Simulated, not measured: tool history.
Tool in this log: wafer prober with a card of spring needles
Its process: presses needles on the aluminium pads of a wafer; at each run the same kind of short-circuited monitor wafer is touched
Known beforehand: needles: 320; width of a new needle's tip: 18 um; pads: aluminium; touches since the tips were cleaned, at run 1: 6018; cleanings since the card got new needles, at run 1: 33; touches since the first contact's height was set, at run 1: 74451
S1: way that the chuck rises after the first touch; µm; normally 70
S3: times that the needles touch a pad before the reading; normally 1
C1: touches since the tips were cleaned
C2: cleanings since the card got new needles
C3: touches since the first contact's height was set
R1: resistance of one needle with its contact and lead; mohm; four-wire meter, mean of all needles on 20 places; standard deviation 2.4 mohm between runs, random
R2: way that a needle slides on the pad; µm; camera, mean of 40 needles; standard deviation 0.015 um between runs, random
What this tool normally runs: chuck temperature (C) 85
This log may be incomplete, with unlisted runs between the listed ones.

Run 1, hour 0.0: usual settings; C1 6018; C2 33; C3 74451. Result: R1 416 mohm, R2 9.00 µm.
At hour 5.4: tips cleaned on abrasive film.
At hour 20.1: tips cleaned on abrasive film.
Run 2, hour 22.7: usual settings but S1 54 µm; C1 1505; C2 35; C3 87496. Result: R1 400 mohm, R2 6.91 µm.
At hour 34.6: tips cleaned on abrasive film.
Run 3, hour 43.9: usual settings but S1 54 µm; C1 5368; C2 36; C3 99749. Result: R1 498 mohm, R2 6.90 µm.
At hour 50.3: tips cleaned on abrasive film.
At hour 63.0: height of the first contact set anew.
At hour 64.7: tips cleaned on abrasive film.
Run 4, hour 64.7: usual settings but S1 54 µm; C1 0; C2 38; C3 922. Result: R1 311 mohm, R2 7.01 µm.
At hour 79.0: tips cleaned on abrasive film.
Run 5, hour 81.5: usual settings; C1 1496; C2 39; C3 10643. Result: R1 354 mohm, R2 9.08 µm.
At hour 94.1: tips cleaned on abrasive film.
Run 6, hour 96.7: usual settings; C1 1526; C2 40; C3 19402. Result: R1 349 mohm, R2 9.06 µm.
At hour 108.2: tips cleaned on abrasive film.
At hour 121.9: tips cleaned on abrasive film.
Run 7, hour 123.2: usual settings; C1 761; C2 42; C3 34655. Result: R1 343 mohm, R2 9.05 µm.
At hour 135.9: tips cleaned on abrasive film.
Run 8, hour 145.3: usual settings but S1 64 µm; C1 5483; C2 43; C3 47446. Result: R1 433 mohm, R2 8.27 µm.
At hour 151.7: tips cleaned on abrasive film.
At hour 165.0: tips cleaned on abrasive film.
Run 9, hour 177.9: usual settings but S1 64 µm; C1 7472; C2 45; C3 66219. Result: R1 447 mohm, R2 8.24 µm.
At hour 180.6: tips cleaned on abrasive film.
At hour 196.1: tips cleaned on abrasive film.
Run 10, hour 202.0: usual settings but S1 64 µm; C1 3392; C2 47; C3 80091. Result: R1 431 mohm, R2 8.20 µm.
At hour 210.3: tips cleaned on abrasive film.
Run 11, hour 222.4: usual settings but S1 85 µm; C1 6976; C2 48; C3 91864. Result: R1 381 mohm, R2 10.97 µm.
At hour 224.0: tips cleaned on abrasive film.
At hour 238.5: tips cleaned on abrasive film.
Run 12, hour 238.5: usual settings but S1 83 µm, S3 3; C1 0; C2 50; C3 101134. Result: R1 277 mohm, R2 10.64 µm.
At hour 252.2: tips cleaned on abrasive film.
Run 13, hour 252.4: usual settings but S1 83 µm, chuck temperature (C) 87, S3 3; C1 113; C2 51; C3 109152. Result: R1 284 mohm, R2 10.65 µm.
At hour 255.1: height of the first contact set anew.
At hour 266.3: tips cleaned on abrasive film.
Run 14, hour 271.3: usual settings but S1 73 µm, chuck temperature (C) 37; C1 2935; C2 52; C3 9369. Result: R1 373 mohm, R2 9.48 µm.
At hour 280.7: tips cleaned on abrasive film.
At hour 296.7: tips cleaned on abrasive film.
Run 15, hour 302.6: usual settings but S1 73 µm, chuck temperature (C) 37; C1 3389; C2 54; C3 27394. Result: R1 378 mohm, R2 9.47 µm.
At hour 310.4: tips cleaned on abrasive film.
At hour 324.7: tips cleaned on abrasive film.
Run 16, hour 335.0: usual settings but S1 75 µm; C1 5981; C2 56; C3 46117. Result: R1 407 mohm, R2 9.71 µm.
At hour 339.1: tips cleaned on abrasive film.
At hour 352.7: tips cleaned on abrasive film.
Run 17, hour 355.3: usual settings but S1 59 µm, chuck temperature (C) 33; C1 1504; C2 58; C3 57745. Result: R1 409 mohm, R2 7.58 µm.
At hour 368.3: tips cleaned on abrasive film.
At hour 381.9: tips cleaned on abrasive film.
Run 18, hour 383.0: usual settings but S1 59 µm, chuck temperature (C) 33; C1 635; C2 60; C3 73731. Result: R1 344 mohm, R2 7.57 µm.
At hour 397.9: tips cleaned on abrasive film.
Run 19, hour 404.4: usual settings but S1 59 µm, chuck temperature (C) 41; C1 3767; C2 61; C3 86091. Result: R1 472 mohm, R2 7.53 µm.
At hour 411.3: tips cleaned on abrasive film.
Run 20, hour 421.4: usual settings but S1 81 µm, S3 2; C1 5883; C2 62; C3 95906. Result: R1 345 mohm, R2 10.39 µm.
At hour 425.8: tips cleaned on abrasive film.
Run 21, hour 436.1: usual settings but S1 81 µm, chuck temperature (C) 39; C1 5981; C2 63; C3 104372. Result: R1 383 mohm, R2 10.35 µm.

3 ways to go on from here, each from the tool as it stands after run 21. What would each give?
At hour 439.5: tips cleaned on abrasive film.
At hour 446.8: height of the first contact set anew.
Run A, hour 451.4: usual settings but S1 81 µm, chuck temperature (C) 105; C1 6731; C2 64; C3 2653. Result: R1 ?, R2 ?.
At hour 439.5: tips cleaned on abrasive film.
At hour 446.8: height of the first contact set anew.
Run B, hour 451.4: usual settings but S1 63 µm, chuck temperature (C) 39; C1 6731; C2 64; C3 2653. Result: R1 ?, R2 ?.
At hour 439.5: tips cleaned on abrasive film.
At hour 446.8: height of the first contact set anew.
Run C, hour 451.4: usual settings but chuck temperature (C) 114; C1 6731; C2 64; C3 2653. Result: R1 ?, R2 ?.

run   R1     R2
  A  393  10.54
  B  459   8.23
  C  430   9.09
Had the tool no hidden state, the same runs would have come out as:
run   R1     R2
  A  281  10.54
  B  264   8.23
  C  286   9.09
